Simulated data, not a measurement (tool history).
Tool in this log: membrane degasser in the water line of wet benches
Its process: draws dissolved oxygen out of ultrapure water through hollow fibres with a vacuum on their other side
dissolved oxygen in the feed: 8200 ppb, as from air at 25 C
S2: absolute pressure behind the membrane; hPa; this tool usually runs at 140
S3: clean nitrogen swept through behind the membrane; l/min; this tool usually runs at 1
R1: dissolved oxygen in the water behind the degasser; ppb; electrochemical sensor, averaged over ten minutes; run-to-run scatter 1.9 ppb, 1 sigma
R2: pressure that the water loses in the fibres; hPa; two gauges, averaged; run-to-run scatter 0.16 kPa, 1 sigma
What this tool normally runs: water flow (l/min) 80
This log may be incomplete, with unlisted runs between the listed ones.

run 1 hour=0 | water_flow_(l/min)=80 S2=140 S3=1 | R1=1337.4 R2=587.1
run 2 hour=18.6 | water_flow_(l/min)=80 S2=140 S3=1 | R1=1335.6 R2=585.4
run 3 hour=46.3 | water_flow_(l/min)=80 S2=140 S3=1 | R1=1336.6 R2=585.9
run 4 hour=69.5 | water_flow_(l/min)=80 S2=140 S3=1 | R1=1338.8 R2=586.8
run 5 hour=105.4 | water_flow_(l/min)=80 S2=140 S3=1 | R1=1337.6 R2=584.1
run 6 hour=128.3 | water_flow_(l/min)=80 S2=140 S3=1 | R1=1339.5 R2=583.7
-- hour=132.4 vacuum gauge calibrated
run 7 hour=166.8 | water_flow_(l/min)=80 S2=264 S3=1 | R1=2462.3 R2=585.3

The next listed run, before its measurement:
run 8 hour=210.4 | water_flow_(l/min)=80 S2=264 S3=1 | R1=? R2=?

R1: 2460.4 ppb
R2: 587.4 hPa
Without the tool's hidden state the same run would have given R1 2460.5 ppb, R2 587.4 hPa.
